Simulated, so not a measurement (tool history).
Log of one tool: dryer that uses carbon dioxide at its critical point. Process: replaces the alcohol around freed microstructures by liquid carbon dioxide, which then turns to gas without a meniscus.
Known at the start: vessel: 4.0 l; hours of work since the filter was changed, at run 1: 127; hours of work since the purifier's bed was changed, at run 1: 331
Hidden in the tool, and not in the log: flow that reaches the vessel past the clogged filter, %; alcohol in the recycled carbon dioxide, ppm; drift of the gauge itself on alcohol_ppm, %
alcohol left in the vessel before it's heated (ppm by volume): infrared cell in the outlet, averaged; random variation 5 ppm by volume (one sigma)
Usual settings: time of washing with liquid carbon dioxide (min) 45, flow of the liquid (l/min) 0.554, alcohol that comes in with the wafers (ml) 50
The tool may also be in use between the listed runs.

run     day  time of washing with liquid carbon dioxide (min)  flow of the liquid (l/min)  alcohol that comes in with the wafers (ml)  hours of work since the filter was changed  hours of work since the purifier's bed was changed  alcohol left in the vessel before it's heated (ppm by volume)
  1       0                                                45                       0.554                                          50                                         127                                                 331                                                            163
  2   1.058                                                45                       0.554                                          50                                         145                                                 350                                                            171
  3   1.896                                                45                       0.554                                          50                                         160                                                 365                                                            171
  4   2.417                                                45                       0.554                                          50                                         169                                                 374                                                            172
  5   3.275                                                45                       0.554                                          50                                         184                                                 389                                                            178
  6   4.142                                                45                       0.554                                          50                                         199                                                 404                                                            190
  7   4.921                                                45                       0.554                                          50                                         213                                                 417                                                            199
  8   5.575                                                52                       0.554                                          50                                         224                                                 429                                                            171
  9   6.567                                                52                       0.554                                          50                                         242                                                 446                                                            179
 10   7.492                                                52                       0.554                                          50                                         258                                                 462                                                            177
 11   8.146                                                52                       0.554                                          50                                         269                                                 474                                                            185
 12   9.088                                                52                       0.554                                          81                                         286                                                 490                                                            203
 13   9.662                                                52                       0.554                                          81                                         296                                                 500                                                            212
 14  10.129                                                52                       0.554                                          81                                         304                                                 508                                                            216
 15  10.721                                                52                       0.554                                          52                                         314                                                 519                                                            208
 16  11.258                                                52                       0.554                                          52                                         323                                                 528                                                            200
 17  11.738                                                52                       0.554                                          52                                         332                                                 536                                                            204
 18  12.467                                                45                       0.554                                          50                                         345                                                 549                                                            239
 19  13.146                                                45                       0.554                                          50                                         356                                                 561                                                            244
     13.975  -- inlet filter changed
 20  13.988                                                45                       0.554                                          50                                           0                                                 575                                                            230
 21  14.958                                                51                       0.554                                          50                                          17                                                 592                                                            224
 22  15.517                                                51                       0.554                                          50                                          27                                                 602                                                            208
 23  16.404                                                38                       0.895                                          38                                          42                                                 617                                                            207
 24  17.367                                                29                       0.774                                          32                                          59                                                 634                                                            262
 25  17.842                                                29                       0.774                                          32                                          67                                                 642                                                            268
 26  18.467                                                60                       0.369                                          35                                          78                                                 653                                                            281
 27  19.012                                                51                       0.643                                          41                                          88                                                 663                                                            227
 28  20.008                                                69                       0.689                                         116                                         105                                                 680                                                            231
 29  21.092                                                31                       0.873                                         103                                         124                                                 699                                                            292
 30  22.058                                                34                       0.507                                          41                                         141                                                 716                                                            443
 31  22.833                                                58                       0.507                                          70                                         155                                                 729                                                            268
 32  23.521                                                48                       0.374                                          70                                         167                                                 741                                                            577
 33  24.312                                                65                       0.858                                          44                                         180                                                 755                                                            248
 34  25.042                                                65                       0.858                                          44                                         193                                                 768                                                            264
 35  25.762                                                67                       0.717                                          41                                         206                                                 780                                                            252
 36  26.358                                                32                       0.736                                          41                                         216                                                 791                                                            305
 37  27.108                                                32                       0.736                                          41                                         229                                                 804                                                            317
 38  27.883                                                32                       0.667                                          41                                         243                                                 817                                                            353
 39  28.933                                                32                       0.697                                          66                                         261                                                 836                                                            394
 40      30                                                37                       0.449                                          36                                         280                                                 854                                                            524
 41  30.738                                                52                       0.554                                          37                                         293                                                 867                                                            297
 42  31.604                                                42                       0.792                                          68                                         308                                                 882                                                            300
 43  32.612                                                60                       0.554                                          89                                         325                                                 900                                                            304

5 ways to go on from here, each from the tool as it stands after run 43. What would each give?
  A  33.683                                                54                        0.49                                          47                                         344                                                 919                                                              ?
  B  33.683                                                60                       0.554                                          51                                         344                                                 919                                                              ?
  C  33.683                                                28                       0.932                                          39                                         344                                                 919                                                              ?
  D  33.683                                                47                       0.554                                          39                                         344                                                 919                                                              ?
  E  33.683                                                60                       0.361                                         113                                         344                                                 919                                                              ?

run  alcohol left in the vessel before it's heated (ppm by volume)
  A                                                            331
  B                                                            325
  C                                                            335
  D                                                            343
  E                                                            576
Without the tool's hidden state the same runs would have given:
run  alcohol left in the vessel before it's heated (ppm by volume)
  A                                                             25
  B                                                             17
  C                                                             26
  D                                                             28
  E                                                            189
